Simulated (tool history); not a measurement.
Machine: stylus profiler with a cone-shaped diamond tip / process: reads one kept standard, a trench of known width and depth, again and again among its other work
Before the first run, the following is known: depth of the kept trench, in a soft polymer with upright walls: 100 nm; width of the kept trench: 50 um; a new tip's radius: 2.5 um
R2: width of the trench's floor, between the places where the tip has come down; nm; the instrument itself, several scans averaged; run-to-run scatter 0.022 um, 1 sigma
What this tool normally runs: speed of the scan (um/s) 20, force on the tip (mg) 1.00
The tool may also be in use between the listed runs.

Run 1, day 0.000: usual settings. Result: depth of the trench (nm) 100.79, R2 48410 nm.
Run 2, day 0.346: usual settings. Result: depth of the trench (nm) 100.80, R2 48430 nm.
Run 3, day 0.983: usual settings. Result: depth of the trench (nm) 100.82, R2 48420 nm.
Run 4, day 1.629: usual settings but speed of the scan (um/s) 40. Result: depth of the trench (nm) 100.81, R2 48250 nm.
Run 5, day 2.225: usual settings but speed of the scan (um/s) 40. Result: depth of the trench (nm) 100.80, R2 48280 nm.
Run 6, day 2.842: usual settings but speed of the scan (um/s) 40. Result: depth of the trench (nm) 100.79, R2 48280 nm.
Run 7, day 3.212: usual settings but speed of the scan (um/s) 40. Result: depth of the trench (nm) 100.77, R2 48240 nm.
Run 8, day 3.729: usual settings but speed of the scan (um/s) 40. Result: depth of the trench (nm) 100.78, R2 48290 nm.
Run 9, day 4.354: usual settings but speed of the scan (um/s) 40. Result: depth of the trench (nm) 100.79, R2 48260 nm.
Run 10, day 4.842: usual settings. Result: depth of the trench (nm) 100.74, R2 48450 nm.
Run 11, day 5.154: usual settings. Result: depth of the trench (nm) 100.78, R2 48420 nm.
Run 12, day 5.667: usual settings. Result: depth of the trench (nm) 100.79, R2 48410 nm.
Run 13, day 6.138: usual settings but speed of the scan (um/s) 43. Result: depth of the trench (nm) 100.78, R2 48240 nm.
Run 14, day 6.562: usual settings but force on the tip (mg) 0.34. Result: depth of the trench (nm) 100.33, R2 48350 nm.
Run 15, day 6.854: usual settings but force on the tip (mg) 0.34. Result: depth of the trench (nm) 100.32, R2 48270 nm.
Run 16, day 7.438: usual settings but speed of the scan (um/s) 33, force on the tip (mg) 0.34. Result: depth of the trench (nm) 100.34, R2 48170 nm.
Run 17, day 8.058: usual settings but speed of the scan (um/s) 62, force on the tip (mg) 1.04. Result: depth of the trench (nm) 100.78, R2 48110 nm.
Run 18, day 8.338: usual settings but speed of the scan (um/s) 49, force on the tip (mg) 0.69. Result: depth of the trench (nm) 100.61, R2 48110 nm.
Run 19, day 8.896: usual settings but speed of the scan (um/s) 34, force on the tip (mg) 0.50. Result: depth of the trench (nm) 100.46, R2 48190 nm.
Run 20, day 9.296: usual settings but speed of the scan (um/s) 34, force on the tip (mg) 0.50. Result: depth of the trench (nm) 100.45, R2 48220 nm.
Run 21, day 9.796: usual settings but speed of the scan (um/s) 12, force on the tip (mg) 1.29. Result: depth of the trench (nm) 100.93, R2 48470 nm.
Run 22, day 10.350: usual settings but speed of the scan (um/s) 31, force on the tip (mg) 1.19. Result: depth of the trench (nm) 100.86, R2 48350 nm.
Run 23, day 10.825: usual settings but speed of the scan (um/s) 56, force on the tip (mg) 0.46. Result: depth of the trench (nm) 100.42, R2 47980 nm.
Run 24, day 11.246: usual settings but speed of the scan (um/s) 18. Result: depth of the trench (nm) 100.75, R2 48370 nm.
Run 25, day 11.779: usual settings but speed of the scan (um/s) 21, force on the tip (mg) 1.51. Result: depth of the trench (nm) 101.02, R2 48440 nm.
Run 26, day 12.442: usual settings but speed of the scan (um/s) 6, force on the tip (mg) 0.85. Result: depth of the trench (nm) 100.67, R2 48480 nm.
Run 27, day 12.800: usual settings but speed of the scan (um/s) 24, force on the tip (mg) 1.95. Result: depth of the trench (nm) 101.24, R2 48410 nm.
Run 28, day 13.242: usual settings but speed of the scan (um/s) 21. Result: depth of the trench (nm) 100.74, R2 48340 nm.
Run 29, day 13.692: usual settings but force on the tip (mg) 0.45. Result: depth of the trench (nm) 100.38, R2 48350 nm.
Run 30, day 14.200: usual settings but force on the tip (mg) 0.45. Result: depth of the trench (nm) 100.44, R2 48340 nm.
Run 31, day 14.600: usual settings but speed of the scan (um/s) 55, force on the tip (mg) 1.59. Result: depth of the trench (nm) 101.05, R2 48220 nm.
Run 32, day 15.033: usual settings but speed of the scan (um/s) 55, force on the tip (mg) 2.18. Result: depth of the trench (nm) 101.36, R2 48270 nm.

Here are 5 independent what-if runs from the current tool condition. What would each one return?
Run A, day 15.438: usual settings but speed of the scan (um/s) 68, force on the tip (mg) 0.55. Result: depth of the trench (nm) ?, R2 ?.
Run B, day 15.438: usual settings but speed of the scan (um/s) 13, force on the tip (mg) 0.75. Result: depth of the trench (nm) ?, R2 ?.
Run C, day 15.438: usual settings but speed of the scan (um/s) 56, force on the tip (mg) 1.58. Result: depth of the trench (nm) ?, R2 ?.
Run D, day 15.438: usual settings but speed of the scan (um/s) 75, force on the tip (mg) 1.71. Result: depth of the trench (nm) ?, R2 ?.
Run E, day 15.438: usual settings but speed of the scan (um/s) 6, force on the tip (mg) 0.63. Result: depth of the trench (nm) ?, R2 ?.

run  depth of the trench (nm)     R2
  A                    100.44  47920
  B                    100.61  48450
  C                    101.06  48240
  D                    101.14  48140
  E                    100.52  48430
What these runs would have given with no unlogged condition in the tool:
run  depth of the trench (nm)     R2
  A                    100.54  47990
  B                    100.71  48520
  C                    101.16  48310
  D                    101.24  48210
  E                    100.62  48500

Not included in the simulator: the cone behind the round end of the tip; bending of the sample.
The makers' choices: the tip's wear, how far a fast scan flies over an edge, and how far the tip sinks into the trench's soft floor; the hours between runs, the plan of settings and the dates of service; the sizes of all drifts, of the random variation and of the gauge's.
